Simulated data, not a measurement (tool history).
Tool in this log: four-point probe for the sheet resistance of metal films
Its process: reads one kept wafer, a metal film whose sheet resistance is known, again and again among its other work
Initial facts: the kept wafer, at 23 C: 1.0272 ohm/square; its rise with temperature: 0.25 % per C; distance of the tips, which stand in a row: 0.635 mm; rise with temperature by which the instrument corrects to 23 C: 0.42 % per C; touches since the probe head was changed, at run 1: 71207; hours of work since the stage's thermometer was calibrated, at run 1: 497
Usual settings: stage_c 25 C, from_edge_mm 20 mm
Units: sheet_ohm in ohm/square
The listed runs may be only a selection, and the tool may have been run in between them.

run	hour	stage_c	from_edge_mm	touches since the probe head was changed	hours of work since the stage's thermometer was calibrated	sheet_ohm
1	0.0	25	20	71207	497	1.024798
2	18.6	25	20	71809	511	1.024695
3	33.4	25	3	72289	522	1.047810
4	44.6	19	20	72652	530	1.035000
5	67.8	19	20	73405	548	1.034883
6	86.4	19	20	74006	562	1.034859
7	111.3	19	20	74815	580	1.034885
8	130.7	19	20	75443	595	1.034621
9	146.0	28	20	75937	606	1.019591
10	158.1	28	20	76329	615	1.019683
11	168.4	28	20	76665	623	1.019511
# hour 173.8: new probe head fitted
12	180.5	28	20	219	631	1.019357
13	201.7	28	20	903	647	1.019753
14	219.9	28	20	1495	660	1.019329
15	239.0	25	20	2112	675	1.024479
16	254.0	25	20	2598	686	1.024528
17	270.6	25	20	3136	698	1.024528
18	283.2	25	20	3546	708	1.024547
19	302.6	25	20	4175	722	1.024353
20	316.1	25	20	4611	732	1.024676
21	331.9	25	20	5124	744	1.024020
22	346.6	25	20	5599	755	1.024265
23	368.1	25	14	6295	771	1.025033
24	391.9	25	72	7067	789	1.023909
25	416.8	24	26	7874	807	1.025720
26	441.5	22	23	8675	826	1.029253
27	458.5	30	35	9224	838	1.015673
28	471.0	23	4	9629	848	1.040934
29	489.9	20	33	10244	862	1.032212
30	512.4	25	4	10971	878	1.037941
31	531.0	25	4	11574	892	1.037627
32	543.5	22	20	11980	902	1.029562
33	556.4	22	42	12396	911	1.028831
34	575.1	31	28	13002	925	1.014398
35	589.3	31	28	13463	936	1.014405
36	602.5	20	18	13893	946	1.033331
37	627.7	19	18	14708	964	1.034901
38	646.9	20	20	15332	979	1.032893
39	662.7	18	6	15841	990	1.041836
40	681.2	32	6	16442	1004	1.018537
41	692.8	35	3	16816	1013	1.031150
42	704.4	27	15	17194	1022	1.021735
43	726.9	24	71	17922	1038	1.025420
44	738.1	34	5	18284	1047	1.018318
45	757.2	34	5	18905	1061	1.018280
46	776.1	25	24	19515	1075	1.023976

Forecast each of these 3 alternatives for the next run:
A	789.5	25	21	19951	1085	?
B	789.5	30	51	19951	1085	?
C	789.5	21	4	19951	1085	?

run	sheet_ohm
A	1.024189
B	1.015545
C	1.044727
With no hidden state in the tool, these same runs would have given:
run	sheet_ohm
A	1.024160
B	1.015516
C	1.044697

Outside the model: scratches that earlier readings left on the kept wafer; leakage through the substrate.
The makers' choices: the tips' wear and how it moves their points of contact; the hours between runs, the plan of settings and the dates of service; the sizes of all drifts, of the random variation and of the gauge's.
